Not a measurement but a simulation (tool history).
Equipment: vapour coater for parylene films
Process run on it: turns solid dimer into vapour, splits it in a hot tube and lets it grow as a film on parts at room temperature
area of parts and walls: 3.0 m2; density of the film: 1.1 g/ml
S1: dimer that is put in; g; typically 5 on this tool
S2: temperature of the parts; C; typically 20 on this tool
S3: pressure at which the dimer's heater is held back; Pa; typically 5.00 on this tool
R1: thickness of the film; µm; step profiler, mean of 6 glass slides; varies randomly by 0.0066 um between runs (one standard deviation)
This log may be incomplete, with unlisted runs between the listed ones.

run,hour,S1,S2,S3,R1
1,0.0,5,20,5.00,0.863
2,56.8,8,20,5.00,1.351
3,124.5,5,30,5.00,0.635
4,159.9,5,20,4.08,0.852
5,197.5,5,20,4.08,0.844
6,253.7,5,20,5.00,0.817
7,320.0,5,21,5.00,0.774
# hour 330.5: trap's valve overhauled
8,387.0,5,20,5.00,0.755
9,432.5,5,20,5.00,0.720
10,480.2,5,20,4.29,0.719
# hour 532.5: trap's valve overhauled, once more
11,548.5,5,20,4.29,0.907
12,591.4,5,13,2.11,1.168
13,659.0,6,20,5.00,1.046
14,716.1,9,15,8.02,1.732
15,764.1,3,13,8.02,0.602
16,823.9,2,13,2.06,0.443
17,869.3,2,13,2.06,0.440
18,906.5,2,13,2.06,0.433
19,969.0,2,13,2.06,0.426
20,1006.9,2,13,2.06,0.426
21,1054.0,2,13,2.06,0.427
# hour 1080.5: trap's valve overhauled
# hour 1096.0: table's thermometer calibrated
22,1099.5,6,13,2.92,1.356

The logged runs with the hidden state left out (each run's random variation unchanged):
What the log doesn't record here: vapour lost through the trap's worn valve, %; true temperature of the parts over the reading, C; drift of the gauge itself on film_um, %.
run,R1
1,0.888
2,1.405
3,0.669
4,0.903
5,0.900
6,0.881
7,0.847
8,0.900
9,0.873
10,0.881
11,0.896
12,1.163
13,1.055
14,1.765
15,0.619
16,0.461
17,0.463
18,0.459
19,0.457
20,0.460
21,0.465
22,1.363
